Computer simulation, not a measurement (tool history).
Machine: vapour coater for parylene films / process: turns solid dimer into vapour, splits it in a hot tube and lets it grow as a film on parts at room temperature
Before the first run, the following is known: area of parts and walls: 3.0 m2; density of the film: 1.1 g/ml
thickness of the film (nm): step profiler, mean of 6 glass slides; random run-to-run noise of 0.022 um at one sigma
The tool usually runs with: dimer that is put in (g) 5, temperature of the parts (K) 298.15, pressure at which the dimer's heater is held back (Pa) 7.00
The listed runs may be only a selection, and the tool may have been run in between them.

run,hour,dimer that is put in (g),temperature of the parts (K),pressure at which the dimer's heater is held back (Pa),thickness of the film (nm)
1,0.0,5,298.15,7.00,960
2,22.7,5,298.15,7.00,950
3,44.4,5,298.15,7.00,950
4,63.4,5,304.15,7.00,750
5,82.0,5,304.15,4.02,830
6,101.1,5,298.15,7.00,940
7,112.8,5,298.15,7.00,960
8,135.7,5,298.15,7.00,960
9,151.5,6,298.15,10.29,1070
10,172.0,6,298.15,10.29,1060
11,183.2,5,301.15,2.50,960
12,195.1,5,301.15,2.50,970
13,215.3,5,301.15,2.50,920
14,232.3,5,301.15,2.50,950

Between the runs listed above, the log contained 1 entry, not reproduced here. Where in the sequence does each belong, and how does what the log doesn't record of the tool's condition differ from the listed run before to the listed run after?
Run 8 -> run 9: trap's valve overhauled (hour 140.8)
  vapour lost through the trap's worn valve, %: 7.1 -> 8.2; true temperature of the parts over the reading, C: 0.2 -> 0.21
  measured result minus the result with no hidden state, thickness of the film (nm): -80 -> -100
